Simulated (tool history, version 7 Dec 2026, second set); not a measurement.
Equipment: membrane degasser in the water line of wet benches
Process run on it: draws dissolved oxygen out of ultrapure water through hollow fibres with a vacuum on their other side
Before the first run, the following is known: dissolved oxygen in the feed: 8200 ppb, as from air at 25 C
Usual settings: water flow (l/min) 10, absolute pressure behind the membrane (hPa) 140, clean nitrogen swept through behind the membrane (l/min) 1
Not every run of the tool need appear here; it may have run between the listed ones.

run	day	water flow (l/min)	absolute pressure behind the membrane (hPa)	clean nitrogen swept through behind the membrane (l/min)	dissolved oxygen in the water behind the degasser (ppb)	pressure that the water loses in the fibres (hPa)
1	0	10	140	1	257.1	318.5
2	5	10	140	1	257.3	316.6
3	12.312	10	140	1	257	319
4	18.533	10	140	1	257.9	317.1
5	27.754	11	140	1	280.8	346.8
6	35.308	10	140	1	256.6	319.7
7	40.346	9	140	1	235.8	286.7
8	52.154	6	140	1	162.7	194.3
9	62.983	10	112	1	194.5	320.6
10	72.517	6	140	1	163.7	192.3
11	80.133	10	140	1	262.6	320.4
12	91.946	10	175	1	341	317.8
13	99.325	10	175	1	340.9	323.3
14	111.471	10	140	1	261.7	320.9
15	123.346	10	140	1	260.9	323.1
# day 125.233: vacuum gauge calibrated
16	132.092	10	140	0.97	271.5	322
17	137.175	10	140	0.97	272.2	323.2
18	142.979	10	140	0.97	270.2	324.6
19	155.05	13	140	0.97	342.8	422.4
# day 160.188: vacuum gauge calibrated, once more
20	163.179	13	140	0.97	338.3	417.8
21	170.933	13	152	3	136.1	422.2
22	181.133	13	152	3	136.7	423.3
23	192.258	11	338	1.46	544.4	361.9
24	203.65	15	129	0.43	664.8	490.2
25	209.621	15	129	0.43	668.6	487.4
26	217.15	7	217	2.78	123.7	228.9
27	224.062	7	217	2.78	124.2	227.7
28	233.517	13	140	0.53	560.9	425
29	242.267	9	315	0.43	1195.3	293.4
30	252.188	15	85	0.67	271	493.9
31	261.592	15	85	0.67	271.9	492.3
32	269.771	11	299	0.7	895.9	363.7

Run by run, hidden condition taken away, random variation retained:
Hidden state at play: membrane still open, %; true pressure behind the membrane over the reading, kPa; air that leaks in behind the membrane, l/min; drift of the gauge itself on oxygen_ppb, %; drift of the gauge itself on loss_of_pressure_kpa, %.
run	dissolved oxygen in the water behind the degasser (ppb)	pressure that the water loses in the fibres (hPa)
1	252.1	312.8
2	252.1	310.7
3	251.5	312.8
4	252	310.6
5	274.7	339.3
6	250.2	312.5
7	229.1	280
8	155.3	189.6
9	188.3	312.3
10	155.5	187
11	254.1	311.3
12	330.1	308.2
13	329.5	313.3
14	252	310.5
15	250.7	312.1
16	259.7	310.6
17	260.2	311.6
18	258	312.8
19	329.4	406.4
20	330	401.4
21	130.5	405.3
22	130.8	405.7
23	524.5	346.5
24	657.8	468.4
25	661.1	465.3
26	115.1	218.3
27	115.4	216.9
28	548.7	404.5
29	1156.5	278.9
30	262.1	468.8
31	262.5	466.6
32	864.3	344.4
